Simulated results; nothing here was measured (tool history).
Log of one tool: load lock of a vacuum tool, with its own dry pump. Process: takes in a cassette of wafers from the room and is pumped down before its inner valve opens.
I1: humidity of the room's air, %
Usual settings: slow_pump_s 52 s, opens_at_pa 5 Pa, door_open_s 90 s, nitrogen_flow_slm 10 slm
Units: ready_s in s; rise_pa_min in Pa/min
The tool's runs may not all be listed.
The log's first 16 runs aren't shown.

Run 17, hour 7338.2: usual settings but slow_pump_s 31 s; I1 41.3. Result: ready_s 98.1 s, rise_pa_min 0.044 Pa/min.
Run 18, hour 7663.7: usual settings but slow_pump_s 31 s; I1 46.2. Result: ready_s 97.3 s, rise_pa_min 0.049 Pa/min.
Run 19, hour 8159: usual settings but slow_pump_s 31 s; I1 44.1. Result: ready_s 99 s, rise_pa_min 0.047 Pa/min.
Run 20, hour 8642.2: usual settings but slow_pump_s 31 s; I1 42.4. Result: ready_s 98.7 s, rise_pa_min 0.053 Pa/min.
Run 21, hour 8996.3: usual settings but slow_pump_s 31 s; I1 42.8. Result: ready_s 100.3 s, rise_pa_min 0.058 Pa/min.
Run 22, hour 9562.3: usual settings but slow_pump_s 98 s, opens_at_pa 9 Pa, door_open_s 27 s; I1 45.5. Result: ready_s 143.5 s, rise_pa_min 0.052 Pa/min.
Run 23, hour 9857.3: usual settings but slow_pump_s 57 s, opens_at_pa 6 Pa, door_open_s 27 s; I1 48.2. Result: ready_s 119 s, rise_pa_min 0.057 Pa/min.
Run 24, hour 10380.1: usual settings but slow_pump_s 28 s; I1 43.8. Result: ready_s 97.4 s, rise_pa_min 0.07 Pa/min.
Run 25, hour 10764.4: usual settings but slow_pump_s 45 s, door_open_s 168 s, nitrogen_flow_slm 12 slm; I1 47.1. Result: ready_s 112 s, rise_pa_min 0.084 Pa/min.
Run 26, hour 11314.7: usual settings but slow_pump_s 80 s, opens_at_pa 6 Pa, door_open_s 99 s, nitrogen_flow_slm 7 slm; I1 43.7. Result: ready_s 134.3 s, rise_pa_min 0.091 Pa/min.
Run 27, hour 11866.4: usual settings but slow_pump_s 48 s, opens_at_pa 6 Pa, door_open_s 52 s, nitrogen_flow_slm 7 slm; I1 42.3. Result: ready_s 112.1 s, rise_pa_min 0.087 Pa/min.
Run 28, hour 12457.3: usual settings but slow_pump_s 75 s, door_open_s 35 s, nitrogen_flow_slm 7 slm; I1 46.6. Result: ready_s 134.9 s, rise_pa_min 0.092 Pa/min.

Run 29 comes next. What will it give?
Run 29, hour 12837.3: usual settings but slow_pump_s 66 s, nitrogen_flow_slm 8 slm; I1 41.9. Result: ready_s ?, rise_pa_min ?.

{"run 29": {"ready_s": 127.4, "rise_pa_min": 0.105}}
Without the tool's hidden state the same run would have given ready_s 122.1 s, rise_pa_min 0.024 Pa/min.
